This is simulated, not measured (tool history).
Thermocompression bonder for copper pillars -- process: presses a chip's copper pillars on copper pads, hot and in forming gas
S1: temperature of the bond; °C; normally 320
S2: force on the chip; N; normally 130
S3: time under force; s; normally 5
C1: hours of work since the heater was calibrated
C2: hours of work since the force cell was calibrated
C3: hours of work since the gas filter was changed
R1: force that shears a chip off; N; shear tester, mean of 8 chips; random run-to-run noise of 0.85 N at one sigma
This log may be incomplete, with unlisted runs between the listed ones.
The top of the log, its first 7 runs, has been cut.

run,hour,S1,S2,S3,C1,C2,C3,R1
8,145.8,320,130,5,242,356,27,76.6
9,159.7,320,130,5,250,365,36,76.9
10,182.4,320,130,5,265,379,51,76.8
11,196.8,350,130,5,274,388,60,86
12,207.9,350,130,8,281,395,67,95.4
13,225.4,350,130,8,292,406,78,93.4
14,250.5,320,130,5,308,422,94,76.5
15,265.2,320,130,7,317,432,103,81.8
16,284.5,320,130,7,330,444,116,80.8
17,295.4,320,130,7,337,451,122,81.2
18,316,320,123,7,350,464,136,78.4
19,331.6,320,130,8,360,474,145,82.6
20,354,330,85,3,374,488,160,51.4
21,367.3,300,186,5,382,496,168,81.6
22,391.2,298,186,11,397,512,183,92.9
23,407.5,320,100,5,408,522,194,62.9
24,429.9,338,97,5,422,536,208,68
25,448.3,339,122,5,434,548,219,78.4
26,460,339,177,9,441,555,227,95.5
27,481.1,348,184,6,454,569,240,94.2
28,504.3,348,97,5,469,583,255,69.7
29,528.8,348,113,5,485,599,271,75.8
30,542.3,343,167,5,493,608,279,88.5
31,555.7,343,167,5,502,616,288,87.4
32,577.2,313,130,5,515,630,301,68.5

3 options for the next run, each taken on its own from the tool as it stands now. Forecast them:
A,594,296,130,3,526,640,312,?
B,594,320,144,4,526,640,312,?
C,594,313,126,5,526,640,312,?

run,R1
A,52.7
B,71.4
C,67.9
What these runs would have given with no unlogged condition in the tool:
run,R1
A,57.4
B,77.8
C,73.9
